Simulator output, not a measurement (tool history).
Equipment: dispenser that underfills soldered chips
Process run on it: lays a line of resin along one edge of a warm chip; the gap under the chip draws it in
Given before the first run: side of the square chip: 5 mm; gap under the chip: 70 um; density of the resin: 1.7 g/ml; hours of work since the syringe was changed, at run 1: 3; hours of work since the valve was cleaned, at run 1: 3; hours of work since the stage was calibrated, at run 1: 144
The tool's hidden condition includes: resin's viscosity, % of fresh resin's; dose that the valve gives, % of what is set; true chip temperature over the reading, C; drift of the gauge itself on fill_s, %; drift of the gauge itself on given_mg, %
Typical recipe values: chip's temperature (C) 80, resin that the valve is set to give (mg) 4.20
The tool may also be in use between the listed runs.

| run | day | chip's temperature (C) | resin that the valve is set to give (mg) | hours of work since the syringe was changed | hours of work since the valve was cleaned | hours of work since the stage was calibrated | time until the resin shows at the far edge (s) | resin that the valve gave (mg) |
|---|---|---|---|---|---|---|---|---|
| 1 | 0.000 | 80 | 4.20 | 3 | 3 | 144 | 7.0 | 4.20 |
|  | 0.267 | new syringe of resin |
| 2 | 0.412 | 80 | 4.20 | 3 | 11 | 152 | 7.1 | 4.16 |
|  | 0.696 | new syringe of resin |
| 3 | 1.000 | 80 | 4.20 | 6 | 22 | 163 | 8.3 | 4.15 |
|  | 1.125 | new syringe of resin |
| 4 | 1.438 | 80 | 4.20 | 6 | 30 | 171 | 9.0 | 4.10 |
|  | 1.550 | new syringe of resin |
| 5 | 1.804 | 80 | 4.20 | 5 | 36 | 178 | 7.8 | 4.10 |
|  | 1.979 | new syringe of resin |
| 6 | 2.358 | 80 | 4.20 | 7 | 46 | 188 | 8.2 | 4.07 |
|  | 2.421 | new syringe of resin |
|  | 2.842 | new syringe of resin |
| 7 | 2.904 | 80 | 4.20 | 1 | 56 | 198 | 6.6 | 4.03 |
|  | 3.271 | new syringe of resin |
| 8 | 3.438 | 89 | 4.20 | 3 | 66 | 208 | 5.6 | 3.96 |
|  | 3.675 | new syringe of resin |
|  | 3.717 | dispensing valve cleaned and set on the balance |
| 9 | 4.067 | 90 | 4.31 | 7 | 7 | 219 | 6.3 | 4.25 |
|  | 4.129 | new syringe of resin |
|  | 4.546 | new syringe of resin |
| 10 | 4.596 | 73 | 5.47 | 1 | 16 | 228 | 7.2 | 5.42 |
|  | 4.992 | new syringe of resin |
| 11 | 5.171 | 74 | 4.39 | 3 | 27 | 239 | 9.2 | 4.27 |
|  | 5.417 | new syringe of resin |
| 12 | 5.533 | 74 | 4.39 | 2 | 33 | 246 | 8.2 | 4.27 |

Run 13 is up next; what results do you expect?
|  | 5.825 | new syringe of resin |
| 13 | 6.050 | 74 | 3.71 | 4 | 43 | 255 | ? | ? |

{"run 13": {"time until the resin shows at the far edge (s)": 9.7, "resin that the valve gave (mg)": 3.6}}
Take away the tool's hidden state, keep the run-to-run variation as it was, and the same run would have given time until the resin shows at the far edge (s) 6.8, resin that the valve gave (mg) 3.74.
